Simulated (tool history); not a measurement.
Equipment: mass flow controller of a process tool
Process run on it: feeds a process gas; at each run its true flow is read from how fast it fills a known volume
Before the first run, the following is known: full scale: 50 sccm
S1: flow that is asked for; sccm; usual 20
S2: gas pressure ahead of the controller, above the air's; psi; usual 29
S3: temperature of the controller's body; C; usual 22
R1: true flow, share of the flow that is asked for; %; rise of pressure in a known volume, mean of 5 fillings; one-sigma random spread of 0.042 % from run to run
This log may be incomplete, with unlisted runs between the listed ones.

run    hour  S1    S2  S3      R1
  1       0  20    29  22   98.72
  2     106  20    29  22   98.73
  3   228.7  20    29  22   98.62
  4   448.5  20  36.1  22   98.43
  5   579.8  20  36.1  22   98.39
  6     797  36    29  34   99.59
  7  1022.6  20    29  22   98.73
  8  1140.4  49    22  33  100.21

Run 9 has not been measured yet. What should we expect?
  9  1378.1  21  20.5  34   ?

Run 9 gave R1 99.41 %.
On a tool with no hidden condition, and with the same random variation, this run would have come out at R1 99.31 %.

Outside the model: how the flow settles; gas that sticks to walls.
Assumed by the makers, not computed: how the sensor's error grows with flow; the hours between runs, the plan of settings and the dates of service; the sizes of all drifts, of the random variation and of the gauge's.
